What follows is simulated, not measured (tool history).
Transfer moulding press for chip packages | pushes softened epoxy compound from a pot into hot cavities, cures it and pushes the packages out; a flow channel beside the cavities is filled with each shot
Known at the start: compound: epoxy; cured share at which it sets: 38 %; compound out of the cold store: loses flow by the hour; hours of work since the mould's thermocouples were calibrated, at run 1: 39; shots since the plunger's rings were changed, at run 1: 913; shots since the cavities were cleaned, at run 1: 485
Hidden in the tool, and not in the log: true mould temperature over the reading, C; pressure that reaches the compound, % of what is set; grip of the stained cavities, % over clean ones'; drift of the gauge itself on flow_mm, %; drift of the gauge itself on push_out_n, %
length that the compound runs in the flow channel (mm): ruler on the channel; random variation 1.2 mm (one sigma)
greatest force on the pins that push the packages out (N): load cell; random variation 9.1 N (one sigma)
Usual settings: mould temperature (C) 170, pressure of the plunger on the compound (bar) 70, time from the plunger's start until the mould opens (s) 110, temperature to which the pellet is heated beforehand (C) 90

run	hour	mould temperature (C)	pressure of the plunger on the compound (bar)	time from the plunger's start until the mould opens (s)	temperature to which the pellet is heated beforehand (C)	hours of work since the mould's thermocouples were calibrated	shots since the plunger's rings were changed	shots since the cavities were cleaned	incoming compound's hours out of the cold store	length that the compound runs in the flow channel (mm)	greatest force on the pins that push the packages out (N)
1	0	170	70	110	90	39	913	485	12.5	682	550
2	8.5	170	70	110	90	43	980	552	13.8	676	538
3	23.9	170	70	110	90	51	1100	672	12	682	559
# hour 30.6: cavities cleaned with cleaning compound and waxed
4	44.6	170	70	130	90	60	1251	110	42.2	610	380
5	64.2	170	70	110	90	69	1405	264	18.6	663	473
6	76.1	170	70	110	96	75	1498	357	26.3	645	534
7	92	170	70	110	90	83	1622	481	29.5	639	549
8	110.9	170	70	110	90	92	1771	630	38.6	617	526
# hour 122.9: cavities cleaned with cleaning compound and waxed
9	133.4	170	70	110	90	102	1936	83	12.6	675	458
10	150.5	170	70	110	90	110	2070	217	35	620	477
11	165.9	174	70	110	90	117	2190	337	37.5	608	446
12	185.1	170	70	110	90	126	2341	488	24.5	645	560
13	195.2	170	74.3	110	90	131	2420	567	31	649	535
# hour 214.6: cavities cleaned with cleaning compound and waxed
14	214.6	170	70	110	90	140	2560	0	44.4	598	394
# hour 223.4: plunger's sealing rings changed
15	231.7	170	70	110	90	147	66	115	38.4	629	425
16	249.4	170	70	110	90	155	204	253	42.6	618	480
17	266.2	170	70	110	90	163	336	385	29.3	646	512
18	285.1	170	70	110	90	172	485	534	34.7	634	538
19	301.3	170	70	129	90	180	611	660	32.6	638	509
# hour 309.8: cavities cleaned with cleaning compound and waxed
20	321.3	170	79.4	115	87	189	756	90	30.1	685	428
21	331.3	170	70	110	90	193	835	169	14.4	680	480
22	351.3	165	64	97	85	203	991	325	25.3	639	874
23	371.5	165	56.3	96	100	213	1150	484	16.9	615	994
24	380	170	52.3	110	90	217	1217	551	22.1	568	567
25	396.3	170	52.3	110	90	224	1344	678	26.3	561	594
# hour 402.2: cavities cleaned with cleaning compound and waxed
26	417.3	170	52.3	110	90	234	1497	118	38	538	449
27	429.7	170	52.3	110	90	240	1594	215	13	585	480
28	446.3	170	53.3	94	85	248	1725	346	39.2	538	646
29	463.6	170	53.3	94	85	256	1860	481	45.9	524	678

4 ways to go on from here, each from the tool as it stands after run 29. What would each give?
A	484	170	53.5	133	94	266	2020	641	30.5	?	?
B	484	173	73.4	143	85	266	2020	641	25.2	?	?
C	484	165	70	112	96	266	2020	641	47.6	?	?
D	484	172	53.3	139	81	266	2020	641	13.8	?	?

run	length that the compound runs in the flow channel (mm)	greatest force on the pins that push the packages out (N)
A	555	478
B	653	480
C	611	705
D	582	478
Without the tool's hidden state the same runs would have given:
run	length that the compound runs in the flow channel (mm)	greatest force on the pins that push the packages out (N)
A	565	334
B	664	339
C	621	488
D	592	336
